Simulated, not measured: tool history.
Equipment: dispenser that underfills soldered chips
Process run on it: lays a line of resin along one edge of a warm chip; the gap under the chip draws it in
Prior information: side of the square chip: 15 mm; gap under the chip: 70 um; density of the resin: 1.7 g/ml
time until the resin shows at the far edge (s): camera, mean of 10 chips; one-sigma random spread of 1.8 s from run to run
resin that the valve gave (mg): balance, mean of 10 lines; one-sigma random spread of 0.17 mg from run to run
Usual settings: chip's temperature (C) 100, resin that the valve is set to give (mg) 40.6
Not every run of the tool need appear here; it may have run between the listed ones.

run  hour  chip's temperature (C)  resin that the valve is set to give (mg)  time until the resin shows at the far edge (s)  resin that the valve gave (mg)
  1     0                     100                                      40.6                                             264                            38.6
      2.5  -- new syringe of resin
  2   5.9                     100                                      48.1                                           208.1                           45.62
     13.2  -- new syringe of resin
  3  14.4                     100                                      48.1                                           185.6                           45.78
  4  18.4                     100                                      48.1                                           227.3                            45.7
     23.7  -- new syringe of resin
  5    27                     100                                      48.1                                           201.6                           45.09
     34.4  -- new syringe of resin
  6  35.8                     100                                      40.6                                           193.9                           37.99
  7  41.3                      93                                      38.9                                           330.9                           36.45
     44.9  -- new syringe of resin
  8  50.3                      93                                      38.9                                           313.6                           36.44
     55.6  -- new syringe of resin
  9  57.6                      93                                      38.9                                           265.4                           36.13
 10  64.6                     102                                      44.7                                           254.2                           41.83
     66.2  -- new syringe of resin
 11  70.3                      96                                        48                                           247.8                            44.4
     77.5  -- new syringe of resin
       80  -- dispensing valve cleaned and set on the balance
 12  80.4                      92                                        42                                           264.2                           41.99

What if the next run were any one of these 5? Each begins from the tool's condition after run 12:
  A  86.9                     100                                      38.4                                               ?                               ?
  B  86.9                     113                                      50.2                                               ?                               ?
  C  86.9                     113                                      37.4                                               ?                               ?
  D  86.9                      92                                      36.2                                               ?                               ?
  E  86.9                      96                                      42.2                                               ?                               ?

run  time until the resin shows at the far edge (s)  resin that the valve gave (mg)
  A                                           271.8                           38.24
  B                                           164.3                           50.25
  C                                           165.6                           37.25
  D                                             371                           36.28
  E                                           310.1                           42.02
Without the tool's hidden state the same runs would have given:
run  time until the resin shows at the far edge (s)  resin that the valve gave (mg)
  A                                           184.1                            38.4
  B                                           111.2                           50.45
  C                                           112.1                            37.4
  D                                           251.4                           36.42
  E                                           210.1                           42.18

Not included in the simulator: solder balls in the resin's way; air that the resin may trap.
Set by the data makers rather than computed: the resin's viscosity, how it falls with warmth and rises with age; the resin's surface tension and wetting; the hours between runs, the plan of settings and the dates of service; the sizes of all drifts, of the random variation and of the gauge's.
